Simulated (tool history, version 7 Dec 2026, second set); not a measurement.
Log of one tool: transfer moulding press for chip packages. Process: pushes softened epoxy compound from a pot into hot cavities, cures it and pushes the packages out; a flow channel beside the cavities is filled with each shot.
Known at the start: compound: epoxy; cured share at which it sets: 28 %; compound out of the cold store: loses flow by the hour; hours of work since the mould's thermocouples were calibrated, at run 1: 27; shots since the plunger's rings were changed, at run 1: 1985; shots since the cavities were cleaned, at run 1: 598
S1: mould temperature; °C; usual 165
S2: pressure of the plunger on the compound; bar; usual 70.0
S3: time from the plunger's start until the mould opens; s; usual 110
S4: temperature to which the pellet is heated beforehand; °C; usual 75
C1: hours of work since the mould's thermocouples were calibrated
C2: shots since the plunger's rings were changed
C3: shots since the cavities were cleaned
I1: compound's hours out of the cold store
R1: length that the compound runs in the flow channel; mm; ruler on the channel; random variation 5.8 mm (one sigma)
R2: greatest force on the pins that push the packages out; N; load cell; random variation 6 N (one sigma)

{"run": 1, "hour": 0.0, "S1": 165, "S2": 70.0, "S3": 110, "S4": 75, "C1": 27, "C2": 1985, "C3": 598, "I1": 8.7, "R1": 697, "R2": 318}
{"run": 2, "hour": 6.9, "S1": 165, "S2": 70.0, "S3": 110, "S4": 75, "C1": 31, "C2": 2045, "C3": 658, "I1": 39.8, "R1": 622, "R2": 310}
{"hour": 10.9, "done": "cavities cleaned with cleaning compound and waxed"}
{"run": 3, "hour": 16.7, "S1": 165, "S2": 70.0, "S3": 110, "S4": 75, "C1": 35, "C2": 2117, "C3": 50, "I1": 15.6, "R1": 684, "R2": 247}
{"run": 4, "hour": 28.4, "S1": 165, "S2": 70.0, "S3": 106, "S4": 75, "C1": 42, "C2": 2219, "C3": 152, "I1": 29.1, "R1": 652, "R2": 277}
{"run": 5, "hour": 38.6, "S1": 165, "S2": 70.0, "S3": 110, "S4": 75, "C1": 47, "C2": 2308, "C3": 241, "I1": 10.1, "R1": 687, "R2": 300}
{"run": 6, "hour": 44.0, "S1": 165, "S2": 70.0, "S3": 110, "S4": 75, "C1": 50, "C2": 2355, "C3": 288, "I1": 22.3, "R1": 663, "R2": 283}
{"run": 7, "hour": 55.7, "S1": 165, "S2": 70.0, "S3": 110, "S4": 75, "C1": 56, "C2": 2456, "C3": 389, "I1": 28.1, "R1": 652, "R2": 299}
{"run": 8, "hour": 63.2, "S1": 165, "S2": 70.0, "S3": 110, "S4": 75, "C1": 60, "C2": 2522, "C3": 455, "I1": 9.7, "R1": 693, "R2": 321}
{"run": 9, "hour": 74.5, "S1": 165, "S2": 70.0, "S3": 110, "S4": 75, "C1": 66, "C2": 2621, "C3": 554, "I1": 12.8, "R1": 685, "R2": 335}
{"run": 10, "hour": 82.3, "S1": 165, "S2": 70.0, "S3": 110, "S4": 75, "C1": 70, "C2": 2688, "C3": 621, "I1": 23.6, "R1": 656, "R2": 333}
{"hour": 90.3, "done": "cavities cleaned with cleaning compound and waxed"}
{"run": 11, "hour": 92.6, "S1": 165, "S2": 70.0, "S3": 110, "S4": 75, "C1": 74, "C2": 2765, "C3": 20, "I1": 18.8, "R1": 665, "R2": 243}
{"run": 12, "hour": 102.3, "S1": 165, "S2": 70.0, "S3": 110, "S4": 71, "C1": 79, "C2": 2850, "C3": 105, "I1": 19.9, "R1": 661, "R2": 250}
{"run": 13, "hour": 107.7, "S1": 165, "S2": 70.0, "S3": 110, "S4": 71, "C1": 82, "C2": 2896, "C3": 151, "I1": 13.0, "R1": 674, "R2": 265}
{"run": 14, "hour": 113.8, "S1": 165, "S2": 70.0, "S3": 110, "S4": 71, "C1": 85, "C2": 2950, "C3": 205, "I1": 47.5, "R1": 592, "R2": 261}
{"run": 15, "hour": 118.9, "S1": 165, "S2": 70.0, "S3": 110, "S4": 71, "C1": 88, "C2": 2994, "C3": 249, "I1": 24.6, "R1": 643, "R2": 272}
{"run": 16, "hour": 127.6, "S1": 165, "S2": 67.5, "S3": 135, "S4": 67, "C1": 93, "C2": 3070, "C3": 325, "I1": 38.0, "R1": 605, "R2": 242}
{"run": 17, "hour": 139.2, "S1": 165, "S2": 58.4, "S3": 110, "S4": 75, "C1": 99, "C2": 3171, "C3": 426, "I1": 22.8, "R1": 597, "R2": 309}
{"run": 18, "hour": 150.0, "S1": 167, "S2": 70.0, "S3": 110, "S4": 75, "C1": 104, "C2": 3265, "C3": 520, "I1": 13.6, "R1": 678, "R2": 291}
{"run": 19, "hour": 160.1, "S1": 161, "S2": 78.0, "S3": 110, "S4": 75, "C1": 110, "C2": 3353, "C3": 608, "I1": 8.5, "R1": 738, "R2": 452}
{"hour": 163.0, "done": "mould's thermocouples calibrated"}
{"run": 20, "hour": 168.8, "S1": 161, "S2": 52.1, "S3": 147, "S4": 75, "C1": 3, "C2": 3411, "C3": 666, "I1": 9.0, "R1": 601, "R2": 285}
{"hour": 172.3, "done": "cavities cleaned with cleaning compound and waxed"}
{"run": 21, "hour": 176.3, "S1": 161, "S2": 52.1, "S3": 147, "S4": 75, "C1": 6, "C2": 3463, "C3": 34, "I1": 46.8, "R1": 521, "R2": 209}

Run 22 comes next. What will it give?
{"hour": 188.2, "done": "mould's thermocouples calibrated, once more"}
{"run": 22, "hour": 189.1, "S1": 165, "S2": 59.6, "S3": 110, "S4": 75, "C1": 0, "C2": 3557, "C3": 128, "I1": 35.9, "R1": "?", "R2": "?"}

Run 22 gave R1 568 mm, R2 253 N.
Without the tool's hidden state the same run would have given R1 598 mm, R2 216 N.
